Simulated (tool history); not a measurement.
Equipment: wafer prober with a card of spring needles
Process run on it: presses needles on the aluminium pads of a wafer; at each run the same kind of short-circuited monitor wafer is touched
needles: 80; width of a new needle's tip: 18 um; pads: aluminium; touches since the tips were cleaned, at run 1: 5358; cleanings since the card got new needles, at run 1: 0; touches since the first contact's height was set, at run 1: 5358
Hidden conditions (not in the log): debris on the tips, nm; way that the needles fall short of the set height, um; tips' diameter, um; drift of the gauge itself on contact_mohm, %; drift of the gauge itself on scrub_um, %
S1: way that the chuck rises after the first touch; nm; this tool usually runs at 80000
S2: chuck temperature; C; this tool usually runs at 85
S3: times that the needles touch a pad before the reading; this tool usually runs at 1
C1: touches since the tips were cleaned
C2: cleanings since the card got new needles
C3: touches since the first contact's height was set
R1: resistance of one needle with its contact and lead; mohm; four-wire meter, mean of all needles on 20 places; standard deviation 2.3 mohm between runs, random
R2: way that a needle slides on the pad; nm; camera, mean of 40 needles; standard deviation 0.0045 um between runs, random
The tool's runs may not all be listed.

run	hour	S1	S2	S3	C1	C2	C3	R1	R2
1	0.0	80000	85	1	5358	0	5358	349	10873
2	5.5	80000	85	1	6195	0	6195	352	10870
3	9.7	80000	85	1	6840	0	6840	359	10872
4	17.6	80000	85	2	8026	0	8026	323	10872
# hour 18.8: tips cleaned on abrasive film
5	23.8	80000	49	2	753	1	8961	266	10856
6	32.4	80000	49	2	2062	1	10270	284	10865
7	41.5	80000	85	1	3446	1	11654	329	10851
8	51.2	75000	85	1	4918	1	13126	362	10173
9	57.8	75000	85	1	5926	1	14134	364	10184
10	66.3	80000	85	1	7215	1	15423	366	10864
11	71.9	80000	85	2	8064	1	16272	323	10860
# hour 73.3: tips cleaned on abrasive film
12	77.9	80000	49	2	692	2	17168	271	10847
13	83.4	80000	49	2	1528	2	18004	276	10843
14	92.8	80000	49	2	2960	2	19436	295	10850
15	100.4	80000	33	1	4115	2	20591	335	10856
16	108.8	80000	33	1	5382	2	21858	342	10852
17	117.5	80000	33	1	6714	2	23190	353	10838
18	127.0	81000	37	2	8153	2	24629	318	10977
# hour 128.0: tips cleaned on abrasive film
19	134.5	99000	37	1	991	3	25755	277	13417
20	143.9	99000	37	1	2418	3	27182	290	13431
21	150.4	90000	85	3	3415	3	28179	278	12189
22	154.4	80000	28	1	4022	3	28786	326	10838
23	163.8	93000	26	1	5450	3	30214	323	12601
24	172.4	79000	31	2	6746	3	31510	313	10705
25	176.8	61000	30	1	7416	3	32180	422	8259
# hour 182.5: tips cleaned on abrasive film
26	183.0	90000	35	1	69	4	33109	258	12180
27	191.2	76000	72	1	1316	4	34356	306	10282
28	199.2	77000	119	1	2532	4	35572	330	10424
29	206.0	77000	119	1	3562	4	36602	351	10425
30	215.0	77000	83	1	4940	4	37980	353	10421
31	223.3	77000	83	1	6206	4	39246	365	10424
32	229.6	86000	117	1	7159	4	40199	357	11635

What if the next run were any one of these 3? Each begins from the tool's condition after run 32:
# hour 237.0: tips cleaned on abrasive film
A	238.6	62000	85	1	253	5	41552	?	?
# hour 237.0: tips cleaned on abrasive film
B	238.6	63000	88	1	253	5	41552	?	?
# hour 237.0: tips cleaned on abrasive film
C	238.6	77000	29	1	253	5	41552	?	?

run	R1	R2
A	290	8365
B	288	8503
C	265	10409
Stripped of hidden state, with their random variation kept, the same runs would have yielded:
run	R1	R2
A	269	8421
B	267	8559
C	249	10465
